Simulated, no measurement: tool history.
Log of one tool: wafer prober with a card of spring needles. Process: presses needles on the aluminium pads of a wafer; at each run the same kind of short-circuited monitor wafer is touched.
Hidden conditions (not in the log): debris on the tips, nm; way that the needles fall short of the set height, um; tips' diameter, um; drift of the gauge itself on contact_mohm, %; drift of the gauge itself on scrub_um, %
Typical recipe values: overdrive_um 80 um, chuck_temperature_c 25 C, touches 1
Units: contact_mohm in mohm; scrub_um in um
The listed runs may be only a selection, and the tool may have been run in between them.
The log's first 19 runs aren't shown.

| run | day | overdrive_um | chuck_temperature_c | touches | touches since the tips were cleaned | cleanings since the card got new needles | touches since the first contact's height was set | contact_mohm | scrub_um |
|---|---|---|---|---|---|---|---|---|---|
| 20 | 5.267 | 80 | 71 | 3 | 6453 | 12 | 119579 | 204 | 18.677 |
|  | 5.508 | tips cleaned on abrasive film |
| 21 | 5.525 | 64 | 25 | 2 | 167 | 13 | 121969 | 194 | 14.954 |
| 22 | 5.721 | 98 | 44 | 1 | 2002 | 13 | 123804 | 192 | 22.889 |
| 23 | 5.896 | 74 | 25 | 2 | 3656 | 13 | 125458 | 194 | 17.293 |
| 24 | 6.129 | 74 | 25 | 2 | 5884 | 13 | 127686 | 192 | 17.288 |
| 25 | 6.371 | 86 | 114 | 2 | 8163 | 13 | 129965 | 208 | 20.087 |
|  | 6.446 | tips cleaned on abrasive film |
| 26 | 6.733 | 80 | 26 | 1 | 2732 | 14 | 133343 | 191 | 18.703 |
| 27 | 7.108 | 96 | 103 | 2 | 6238 | 14 | 136849 | 205 | 22.433 |
|  | 7.375 | tips cleaned on abrasive film |
| 28 | 7.454 | 62 | 44 | 1 | 762 | 15 | 140093 | 201 | 14.485 |
| 29 | 7.683 | 93 | 29 | 1 | 2920 | 15 | 142251 | 191 | 21.725 |
| 30 | 8.008 | 93 | 29 | 1 | 5995 | 15 | 145326 | 193 | 21.715 |
| 31 | 8.283 | 68 | 41 | 2 | 8573 | 15 | 147904 | 196 | 15.892 |

Below are 3 alternative next runs, each starting from the tool's condition after run 31. Predict each:
|  | 8.317 | tips cleaned on abrasive film |
| A | 8.633 | 80 | 25 | 2 | 2994 | 16 | 151184 | ? | ? |
|  | 8.317 | tips cleaned on abrasive film |
| B | 8.633 | 94 | 41 | 3 | 2994 | 16 | 151184 | ? | ? |
|  | 8.317 | tips cleaned on abrasive film |
| C | 8.633 | 68 | 41 | 1 | 2994 | 16 | 151184 | ? | ? |

| run | contact_mohm | scrub_um |
|---|---|---|
| A | 191 | 18.690 |
| B | 195 | 21.954 |
| C | 197 | 15.882 |
The same runs, with their run-to-run variation unchanged, on a tool lacking any hidden condition would have given:
| run | contact_mohm | scrub_um |
|---|---|---|
| A | 190 | 18.694 |
| B | 195 | 21.958 |
| C | 196 | 15.885 |

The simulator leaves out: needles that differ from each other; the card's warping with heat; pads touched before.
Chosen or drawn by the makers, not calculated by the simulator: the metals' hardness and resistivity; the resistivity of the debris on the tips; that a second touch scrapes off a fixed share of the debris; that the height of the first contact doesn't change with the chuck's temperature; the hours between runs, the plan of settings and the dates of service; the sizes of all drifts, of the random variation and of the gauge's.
